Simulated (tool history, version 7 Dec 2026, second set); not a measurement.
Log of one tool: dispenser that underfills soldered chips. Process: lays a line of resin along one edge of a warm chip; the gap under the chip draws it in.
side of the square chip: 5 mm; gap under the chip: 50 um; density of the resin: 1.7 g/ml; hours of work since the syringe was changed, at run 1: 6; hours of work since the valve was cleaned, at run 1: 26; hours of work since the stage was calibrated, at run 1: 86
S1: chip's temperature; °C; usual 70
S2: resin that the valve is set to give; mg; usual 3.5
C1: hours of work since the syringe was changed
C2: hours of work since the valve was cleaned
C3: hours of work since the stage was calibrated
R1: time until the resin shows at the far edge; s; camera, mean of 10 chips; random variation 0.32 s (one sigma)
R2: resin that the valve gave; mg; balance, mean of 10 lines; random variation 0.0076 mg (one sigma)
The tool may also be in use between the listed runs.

{"run": 1, "day": 0.0, "S1": 70, "S2": 3.5, "C1": 6, "C2": 26, "C3": 86, "R1": 15.4, "R2": 3.422}
{"run": 2, "day": 0.129, "S1": 70, "S2": 3.5, "C1": 8, "C2": 29, "C3": 89, "R1": 17.9, "R2": 3.42}
{"day": 0.246, "done": "new syringe of resin"}
{"run": 3, "day": 0.371, "S1": 56, "S2": 3.5, "C1": 2, "C2": 33, "C3": 93, "R1": 19.1, "R2": 3.39}
{"run": 4, "day": 0.512, "S1": 56, "S2": 3.5, "C1": 5, "C2": 36, "C3": 96, "R1": 22.4, "R2": 3.387}
{"run": 5, "day": 0.638, "S1": 56, "S2": 3.5, "C1": 7, "C2": 38, "C3": 98, "R1": 26.8, "R2": 3.386}
{"day": 0.804, "done": "new syringe of resin"}
{"run": 6, "day": 0.833, "S1": 56, "S2": 3.5, "C1": 1, "C2": 42, "C3": 102, "R1": 16.7, "R2": 3.354}
{"day": 1.033, "done": "dispensing valve cleaned and set on the balance"}
{"run": 7, "day": 1.046, "S1": 56, "S2": 3.5, "C1": 4, "C2": 0, "C3": 105, "R1": 20.2, "R2": 3.493}
{"run": 8, "day": 1.158, "S1": 61, "S2": 3.5, "C1": 6, "C2": 2, "C3": 107, "R1": 20, "R2": 3.49}
{"run": 9, "day": 1.375, "S1": 70, "S2": 3.26, "C1": 10, "C2": 6, "C3": 111, "R1": 20.1, "R2": 3.241}
{"day": 1.408, "done": "new syringe of resin"}
{"run": 10, "day": 1.496, "S1": 56, "S2": 3.5, "C1": 2, "C2": 9, "C3": 113, "R1": 16.8, "R2": 3.458}
{"run": 11, "day": 1.654, "S1": 56, "S2": 3.5, "C1": 5, "C2": 12, "C3": 116, "R1": 20.7, "R2": 3.463}
{"run": 12, "day": 1.804, "S1": 56, "S2": 3.5, "C1": 8, "C2": 14, "C3": 119, "R1": 26.2, "R2": 3.447}
{"day": 1.975, "done": "new syringe of resin"}
{"run": 13, "day": 1.979, "S1": 78, "S2": 3.74, "C1": 0, "C2": 17, "C3": 122, "R1": 8.2, "R2": 3.68}
{"run": 14, "day": 2.183, "S1": 78, "S2": 3.74, "C1": 4, "C2": 21, "C3": 126, "R1": 10.4, "R2": 3.653}
{"run": 15, "day": 2.333, "S1": 78, "S2": 3.74, "C1": 7, "C2": 24, "C3": 129, "R1": 12.3, "R2": 3.635}

Forecast each of these 5 alternatives for the next run:
{"day": 2.538, "done": "new syringe of resin"}
{"run": "A", "day": 2.546, "S1": 59, "S2": 3.86, "C1": 0, "C2": 28, "C3": 133, "R1": "?", "R2": "?"}
{"day": 2.538, "done": "new syringe of resin"}
{"run": "B", "day": 2.546, "S1": 56, "S2": 3.45, "C1": 0, "C2": 28, "C3": 133, "R1": "?", "R2": "?"}
{"day": 2.538, "done": "new syringe of resin"}
{"run": "C", "day": 2.546, "S1": 55, "S2": 3.74, "C1": 0, "C2": 28, "C3": 133, "R1": "?", "R2": "?"}
{"day": 2.538, "done": "new syringe of resin"}
{"run": "D", "day": 2.546, "S1": 72, "S2": 3.5, "C1": 0, "C2": 28, "C3": 133, "R1": "?", "R2": "?"}
{"day": 2.538, "done": "new syringe of resin"}
{"run": "E", "day": 2.546, "S1": 70, "S2": 4.21, "C1": 0, "C2": 28, "C3": 133, "R1": "?", "R2": "?"}

run=A R1=13.9 R2=3.751
run=B R1=15.7 R2=3.352
run=C R1=16.5 R2=3.648
run=D R1=9.4 R2=3.414
run=E R1=9.9 R2=4.097
Without the tool's hidden state the same runs would have given:
run=A R1=13.8 R2=3.858
run=B R1=15.6 R2=3.448
run=C R1=16.4 R2=3.752
run=D R1=9.3 R2=3.511
run=E R1=9.9 R2=4.214
